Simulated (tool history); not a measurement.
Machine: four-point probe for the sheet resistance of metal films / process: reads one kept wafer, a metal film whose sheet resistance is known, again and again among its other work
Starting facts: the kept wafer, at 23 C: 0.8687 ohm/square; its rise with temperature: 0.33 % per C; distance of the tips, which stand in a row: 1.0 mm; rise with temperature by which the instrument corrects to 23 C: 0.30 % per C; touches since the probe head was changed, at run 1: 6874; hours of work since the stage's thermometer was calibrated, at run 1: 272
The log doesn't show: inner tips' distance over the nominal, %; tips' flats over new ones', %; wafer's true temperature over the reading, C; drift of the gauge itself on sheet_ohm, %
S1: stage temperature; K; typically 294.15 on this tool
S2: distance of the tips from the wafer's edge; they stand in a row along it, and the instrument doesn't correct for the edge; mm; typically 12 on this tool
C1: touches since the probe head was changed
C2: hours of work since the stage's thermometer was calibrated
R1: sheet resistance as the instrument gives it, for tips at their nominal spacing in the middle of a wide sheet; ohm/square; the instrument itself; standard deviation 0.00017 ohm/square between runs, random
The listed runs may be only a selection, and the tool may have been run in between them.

Run 1, day 0.000: usual settings; C1 6874; C2 272. Result: R1 0.873698 ohm/square.
Run 2, day 2.554: usual settings; C1 8151; C2 305. Result: R1 0.873162 ohm/square.
Run 3, day 4.950: usual settings; C1 9349; C2 335. Result: R1 0.873238 ohm/square.
Run 4, day 9.667: usual settings; C1 11706; C2 396. Result: R1 0.872703 ohm/square.
Run 5, day 13.438: usual settings but S1 295.15 K; C1 13592; C2 444. Result: R1 0.872974 ohm/square.
Run 6, day 18.592: usual settings; C1 16168; C2 510. Result: R1 0.872303 ohm/square.
Run 7, day 23.262: usual settings; C1 18504; C2 570. Result: R1 0.871717 ohm/square.
Run 8, day 26.408: usual settings but S2 37 mm; C1 20077; C2 610. Result: R1 0.868640 ohm/square.
Run 9, day 31.142: usual settings but S1 295.15 K, S2 31 mm; C1 22443; C2 671. Result: R1 0.868686 ohm/square.
Run 10, day 36.538: usual settings but S1 306.15 K, S2 6 mm; C1 25139; C2 740. Result: R1 0.883511 ohm/square.
Run 11, day 41.062: usual settings but S1 306.15 K, S2 6 mm; C1 27401; C2 798. Result: R1 0.883119 ohm/square.
Run 12, day 46.625: usual settings but S1 306.15 K, S2 6 mm; C1 30183; C2 869. Result: R1 0.882583 ohm/square.
Run 13, day 51.142: usual settings but S1 306.15 K, S2 6 mm; C1 32441; C2 927. Result: R1 0.882614 ohm/square.
Run 14, day 56.592: usual settings but S1 306.15 K, S2 6 mm; C1 35165; C2 997. Result: R1 0.882180 ohm/square.
Run 15, day 61.150: usual settings but S1 306.15 K, S2 6 mm; C1 37444; C2 1055. Result: R1 0.881507 ohm/square.
Run 16, day 63.817: usual settings but S1 306.15 K, S2 6 mm; C1 38776; C2 1089. Result: R1 0.881787 ohm/square.

5 options for the next run, each taken on its own from the tool as it stands now. Forecast them:
Run A, day 66.875: usual settings but S1 295.15 K, S2 9 mm; C1 40307; C2 1129. Result: R1 ?.
Run B, day 66.875: usual settings but S1 296.15 K, S2 10 mm; C1 40307; C2 1129. Result: R1 ?.
Run C, day 66.875: usual settings but S2 45 mm; C1 40307; C2 1129. Result: R1 ?.
Run D, day 66.875: usual settings but S1 300.15 K, S2 7 mm; C1 40307; C2 1129. Result: R1 ?.
Run E, day 66.875: usual settings but S1 305.15 K; C1 40307; C2 1129. Result: R1 ?.

run        R1
  A  0.871824
  B  0.870952
  C  0.866116
  D  0.876814
  E  0.871626
Without the tool's unlogged condition, the same runs would have read:
run        R1
  A  0.874228
  B  0.873358
  C  0.868502
  D  0.879252
  E  0.874072

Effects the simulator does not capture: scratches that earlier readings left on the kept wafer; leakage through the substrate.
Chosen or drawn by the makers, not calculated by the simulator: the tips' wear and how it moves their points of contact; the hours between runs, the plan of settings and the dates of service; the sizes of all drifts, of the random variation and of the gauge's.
